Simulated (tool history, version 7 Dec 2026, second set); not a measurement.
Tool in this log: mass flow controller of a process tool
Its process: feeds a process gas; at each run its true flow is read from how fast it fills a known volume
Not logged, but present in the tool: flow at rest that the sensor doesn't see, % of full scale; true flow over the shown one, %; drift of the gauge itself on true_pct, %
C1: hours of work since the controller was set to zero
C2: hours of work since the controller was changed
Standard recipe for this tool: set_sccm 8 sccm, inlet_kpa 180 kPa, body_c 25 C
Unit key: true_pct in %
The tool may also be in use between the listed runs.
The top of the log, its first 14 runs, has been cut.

Run 15, hour 2947.4: usual settings but inlet_kpa 149 kPa; C1 2154; C2 2154. Result: true_pct 97.58 %.
Run 16, hour 3194.5: usual settings but inlet_kpa 149 kPa; C1 2274; C2 2274. Result: true_pct 97.33 %.
Run 17, hour 3332.0: usual settings; C1 2341; C2 2341. Result: true_pct 97.22 %.
Run 18, hour 3586.5: usual settings; C1 2464; C2 2464. Result: true_pct 97.08 %.
Run 19, hour 3792.1: usual settings; C1 2564; C2 2564. Result: true_pct 97.02 %.
Run 20, hour 4028.0: usual settings but set_sccm 5 sccm, body_c 37 C; C1 2679; C2 2679. Result: true_pct 97.93 %.
Run 21, hour 4252.0: usual settings but set_sccm 5 sccm, body_c 37 C; C1 2787; C2 2787. Result: true_pct 97.93 %.
Run 22, hour 4489.2: usual settings but set_sccm 4 sccm, inlet_kpa 204 kPa, body_c 32 C; C1 2902; C2 2902. Result: true_pct 97.11 %.
Run 23, hour 4623.6: usual settings but set_sccm 4 sccm, body_c 30 C; C1 2968; C2 2968. Result: true_pct 96.67 %.
At hour 4713.7: gauge calibrated.
Run 24, hour 4760.7: usual settings but set_sccm 3 sccm, inlet_kpa 146 kPa, body_c 27 C; C1 3034; C2 3034. Result: true_pct 98.78 %.
Run 25, hour 4954.9: usual settings but set_sccm 3 sccm, inlet_kpa 146 kPa, body_c 27 C; C1 3128; C2 3128. Result: true_pct 98.69 %.

Run 26 has not been measured yet. What should we expect?
Run 26, hour 5210.0: usual settings but set_sccm 3 sccm, inlet_kpa 146 kPa, body_c 27 C; C1 3252; C2 3252. Result: true_pct ?.

{"run 26": {"true_pct": 98.62}}
Minus the tool's unlogged condition, the same run would have read true_pct 98.91 %.
